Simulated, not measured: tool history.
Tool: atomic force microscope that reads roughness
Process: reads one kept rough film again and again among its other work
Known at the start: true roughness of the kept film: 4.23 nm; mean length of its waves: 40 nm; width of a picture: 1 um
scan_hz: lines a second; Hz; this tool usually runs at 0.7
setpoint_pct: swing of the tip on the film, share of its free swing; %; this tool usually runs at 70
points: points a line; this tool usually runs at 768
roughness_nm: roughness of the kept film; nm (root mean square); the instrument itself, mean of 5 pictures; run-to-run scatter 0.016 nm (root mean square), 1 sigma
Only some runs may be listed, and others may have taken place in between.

run   hour  scan_hz  setpoint_pct  points  roughness_nm
  1      0      0.7            70     768          3.58
       3.7  -- new tip fitted
  2   18.4      0.7            70     768         3.844
  3   37.1      0.7            70     768         3.799
  4   52.2      0.7            70     768         3.765
      55.2  -- height scale calibrated on a step standard
  5   69.3      0.7            85     768         3.679
  6     85    0.741            69     424         3.671
  7   93.9      0.7            88     569         3.583
  8  111.9      0.7            74     446         3.621
     114.7  -- height scale calibrated on a step standard, once more
     126.4  -- new tip fitted
  9  128.3    1.064            82     357         3.778
 10  142.9    0.926            84     616          3.78

Each run again, without the hidden state but with its own random variation kept:
Hidden state present: radius of the tip, nm; height scale over the true one, %; drift of the gauge itself on roughness_nm, %.
run  roughness_nm
  1         3.886
  2         3.894
  3         3.892
  4         3.896
  5         3.843
  6         3.872
  7         3.801
  8         3.887
  9         3.787
 10         3.827

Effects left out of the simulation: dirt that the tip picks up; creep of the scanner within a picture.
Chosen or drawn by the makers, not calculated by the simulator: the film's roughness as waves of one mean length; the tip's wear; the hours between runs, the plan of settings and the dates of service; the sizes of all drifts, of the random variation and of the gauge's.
